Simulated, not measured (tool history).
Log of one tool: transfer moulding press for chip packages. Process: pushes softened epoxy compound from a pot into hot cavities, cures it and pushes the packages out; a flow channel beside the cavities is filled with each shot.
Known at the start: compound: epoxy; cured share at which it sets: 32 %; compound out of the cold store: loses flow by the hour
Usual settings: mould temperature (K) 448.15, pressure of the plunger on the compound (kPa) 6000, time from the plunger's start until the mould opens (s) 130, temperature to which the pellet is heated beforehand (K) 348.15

run,hour,mould temperature (K),pressure of the plunger on the compound (kPa),time from the plunger's start until the mould opens (s),temperature to which the pellet is heated beforehand (K),incoming compound's hours out of the cold store,length that the compound runs in the flow channel (mm),greatest force on the pins that push the packages out (N)
1,0.0,448.15,6000,130,348.15,44.1,542,726
# hour 10.2: cavities cleaned with cleaning compound and waxed
2,17.6,448.15,6000,130,348.15,14.8,592,497
3,49.9,448.15,6000,130,348.15,28.5,567,671
4,77.5,448.15,6000,130,348.15,13.2,596,757
# hour 86.7: cavities cleaned with cleaning compound and waxed
5,97.2,448.15,6000,130,348.15,40.5,544,523
6,123.1,448.15,6000,130,348.15,14.5,595,640
7,151.1,452.15,6630,130,348.15,12.2,613,711
# hour 155.2: mould's thermocouples calibrated
# hour 167.9: cavities cleaned with cleaning compound and waxed
8,178.2,442.15,4710,130,348.15,19.6,521,655
9,195.2,450.15,6000,111,354.15,46.7,519,623
10,224.6,448.15,6000,161,350.15,41.0,536,692
# hour 235.4: plunger's sealing rings changed
# hour 248.9: cavities cleaned with cleaning compound and waxed
11,262.6,454.15,6000,118,348.15,46.9,554,502

5 ways to go on from here, each from the tool as it stands after run 11. What would each give?
A,281.5,444.15,6000,113,350.15,28.2,?,?
B,281.5,442.15,6000,130,353.15,29.8,?,?
C,281.5,440.15,6000,138,348.15,13.8,?,?
D,281.5,454.15,5220,123,348.15,10.3,?,?
E,281.5,448.15,5950,130,348.15,16.2,?,?

run,length that the compound runs in the flow channel (mm),greatest force on the pins that push the packages out (N)
A,620,831
B,620,740
C,661,797
D,589,589
E,629,633
Without the tool's hidden state the same runs would have given:
run,length that the compound runs in the flow channel (mm),greatest force on the pins that push the packages out (N)
A,628,647
B,628,571
C,670,620
D,597,429
E,638,469
